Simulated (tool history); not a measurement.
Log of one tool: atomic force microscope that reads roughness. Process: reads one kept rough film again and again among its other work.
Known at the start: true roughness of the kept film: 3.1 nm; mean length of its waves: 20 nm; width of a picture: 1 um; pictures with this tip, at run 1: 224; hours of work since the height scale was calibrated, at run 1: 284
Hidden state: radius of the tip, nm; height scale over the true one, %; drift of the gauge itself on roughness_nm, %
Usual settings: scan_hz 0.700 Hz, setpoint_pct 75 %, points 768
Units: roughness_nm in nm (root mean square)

run	day	scan_hz	setpoint_pct	points	pictures with this tip	hours of work since the height scale was calibrated	roughness_nm
1	0.000	0.700	75	768	224	284	2.315
2	0.533	0.700	75	768	244	293	2.311
3	1.146	0.700	75	768	267	304	2.298
4	1.550	0.742	75	768	283	310	2.273
5	2.125	0.700	75	768	304	320	2.267
6	2.521	0.700	75	768	319	327	2.237
7	3.050	0.700	75	768	339	335	2.213
8	3.496	0.700	75	768	355	343	2.223
# day 3.629: new tip fitted
9	4.133	0.700	59	768	18	353	2.592
10	4.629	0.700	59	768	37	362	2.580
11	5.071	0.700	59	768	53	369	2.562
12	5.625	0.700	59	768	74	378	2.574
13	6.212	0.700	59	768	96	388	2.517
14	6.812	0.700	59	768	119	398	2.495
15	7.367	0.700	64	768	139	407	2.469
16	7.883	0.700	86	768	159	416	2.294
17	8.271	0.700	75	768	173	423	2.368
18	8.938	0.700	75	768	198	434	2.352
19	9.354	0.513	75	768	214	441	2.366
20	10.071	0.700	75	548	241	453	2.304
21	10.821	0.700	75	290	269	465	2.232
22	11.317	0.700	75	290	287	474	2.216
23	11.925	0.700	75	392	310	484	2.218
24	12.512	0.642	69	297	332	494	2.225
25	13.158	0.964	70	863	356	504	2.218
# day 13.254: new tip fitted
26	13.858	2.169	58	912	23	516	2.493
27	14.650	2.169	58	912	52	529	2.469
28	15.333	2.169	72	646	78	540	2.268
29	16.000	0.772	72	768	103	552	2.430
30	16.450	3.830	75	768	120	559	1.975
31	17.138	3.830	75	768	145	571	1.952
32	17.929	0.602	83	782	175	584	2.331
33	18.425	0.675	75	768	194	592	2.328
34	19.158	1.409	65	313	221	604	2.228
35	19.796	1.409	65	313	245	615	2.223
36	20.496	1.302	72	962	271	627	2.218
37	20.929	0.535	63	768	287	634	2.325
38	21.462	0.706	86	623	307	643	2.153
39	21.883	2.233	64	618	323	650	2.150
40	22.483	3.278	75	768	346	660	1.856
# day 22.888: new tip fitted
41	23.075	3.278	75	768	7	670	2.165
42	23.675	3.099	71	833	29	680	2.248
43	24.162	0.700	84	768	47	688	2.445

The next listed run, before its measurement:
44	24.583	0.700	84	768	63	695	?

Run 44 gave roughness_nm 2.428 nm (root mean square).
Without the tool's hidden state the same run would have given roughness_nm 2.475 nm (root mean square).

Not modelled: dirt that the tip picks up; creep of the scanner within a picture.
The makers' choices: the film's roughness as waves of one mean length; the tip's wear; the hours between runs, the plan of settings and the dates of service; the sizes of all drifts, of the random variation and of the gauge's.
